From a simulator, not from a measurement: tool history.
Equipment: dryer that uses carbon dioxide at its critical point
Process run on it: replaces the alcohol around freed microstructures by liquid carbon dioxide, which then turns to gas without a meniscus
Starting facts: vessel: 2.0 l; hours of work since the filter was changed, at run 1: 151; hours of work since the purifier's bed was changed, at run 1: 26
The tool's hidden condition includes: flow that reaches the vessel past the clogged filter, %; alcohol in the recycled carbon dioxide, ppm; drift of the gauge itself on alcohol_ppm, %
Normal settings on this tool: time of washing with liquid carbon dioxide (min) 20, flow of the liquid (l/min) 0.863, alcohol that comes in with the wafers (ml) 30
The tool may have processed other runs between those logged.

run  hour  time of washing with liquid carbon dioxide (min)  flow of the liquid (l/min)  alcohol that comes in with the wafers (ml)  hours of work since the filter was changed  hours of work since the purifier's bed was changed  alcohol left in the vessel before it's heated (ppm by volume)
  1     0                                                20                       0.863                                          30                                         151                                                  26                                                             23
  2   8.6                                                20                       0.863                                          45                                         155                                                  30                                                             28
  3  13.2                                                20                       0.863                                          89                                         157                                                  33                                                             49
  4  19.6                                                20                       0.863                                          59                                         160                                                  35                                                             39
  5  23.9                                                20                       0.863                                          62                                         162                                                  37                                                             36
  6  32.4                                                20                       0.863                                          62                                         166                                                  41                                                             39

Expected results for the next run?
  7  38.3                                                17                       0.663                                          62                                         169                                                  44                                                              ?

Run 7 gave alcohol left in the vessel before it's heated (ppm by volume) 337.
If the tool had no hidden condition, the same run with the same run-to-run variation would have returned alcohol left in the vessel before it's heated (ppm by volume) 246.
